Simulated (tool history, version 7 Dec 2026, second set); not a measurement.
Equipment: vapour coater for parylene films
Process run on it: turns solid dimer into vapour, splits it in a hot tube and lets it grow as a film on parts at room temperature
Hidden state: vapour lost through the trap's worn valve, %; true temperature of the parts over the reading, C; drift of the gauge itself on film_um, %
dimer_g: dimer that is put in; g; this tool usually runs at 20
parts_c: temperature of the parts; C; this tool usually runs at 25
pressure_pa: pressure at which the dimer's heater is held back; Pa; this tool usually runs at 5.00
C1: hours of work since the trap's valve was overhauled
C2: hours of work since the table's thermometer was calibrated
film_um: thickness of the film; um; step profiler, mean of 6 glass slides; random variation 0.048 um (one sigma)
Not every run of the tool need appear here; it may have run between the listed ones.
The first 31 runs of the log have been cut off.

run 32 hour=537.3 | dimer_g=18 parts_c=19 pressure_pa=2.37 | C1=229 C2=808 | film_um=5.42
-- hour=556.2 table's thermometer calibrated
run 33 hour=558.0 | dimer_g=18 parts_c=19 pressure_pa=2.37 | C1=244 C2=1 | film_um=5.41
run 34 hour=576.6 | dimer_g=26 parts_c=25 pressure_pa=9.53 | C1=257 C2=15 | film_um=6.33
run 35 hour=598.0 | dimer_g=26 parts_c=25 pressure_pa=9.53 | C1=273 C2=31 | film_um=6.31
run 36 hour=609.8 | dimer_g=25 parts_c=25 pressure_pa=3.56 | C1=282 C2=39 | film_um=6.47
run 37 hour=623.3 | dimer_g=20 parts_c=25 pressure_pa=7.95 | C1=292 C2=49 | film_um=4.84
run 38 hour=641.8 | dimer_g=25 parts_c=25 pressure_pa=2.46 | C1=305 C2=63 | film_um=6.52
run 39 hour=653.8 | dimer_g=11 parts_c=36 pressure_pa=5.00 | C1=314 C2=71 | film_um=2.19
run 40 hour=665.9 | dimer_g=16 parts_c=19 pressure_pa=3.74 | C1=323 C2=80 | film_um=4.65
run 41 hour=689.4 | dimer_g=16 parts_c=19 pressure_pa=3.74 | C1=340 C2=98 | film_um=4.56
run 42 hour=711.3 | dimer_g=29 parts_c=24 pressure_pa=11.25 | C1=356 C2=114 | film_um=6.93
run 43 hour=727.6 | dimer_g=8 parts_c=18 pressure_pa=11.27 | C1=368 C2=126 | film_um=2.17
run 44 hour=750.8 | dimer_g=8 parts_c=18 pressure_pa=5.28 | C1=385 C2=143 | film_um=2.22
run 45 hour=764.7 | dimer_g=12 parts_c=28 pressure_pa=2.80 | C1=395 C2=153 | film_um=2.86
run 46 hour=784.5 | dimer_g=9 parts_c=28 pressure_pa=4.01 | C1=410 C2=167 | film_um=2.13
run 47 hour=802.8 | dimer_g=10 parts_c=36 pressure_pa=10.66 | C1=423 C2=181 | film_um=1.89

Each row is a separate what-if for the run after 47, all from the same tool condition, not one after another. Results?
run A hour=822.3 | dimer_g=28 parts_c=19 pressure_pa=3.40 | C1=437 C2=195 | film_um=?
run B hour=822.3 | dimer_g=26 parts_c=30 pressure_pa=2.12 | C1=437 C2=195 | film_um=?
run C hour=822.3 | dimer_g=11 parts_c=36 pressure_pa=2.68 | C1=437 C2=195 | film_um=?
run D hour=822.3 | dimer_g=10 parts_c=29 pressure_pa=10.66 | C1=437 C2=195 | film_um=?

run=A film_um=7.95
run=B film_um=5.96
run=C film_um=2.26
run=D film_um=2.19
With the hidden condition removed and each run's random variation left untouched, the same runs would have given:
run=A film_um=8.83
run=B film_um=6.62
run=C film_um=2.51
run=D film_um=2.43
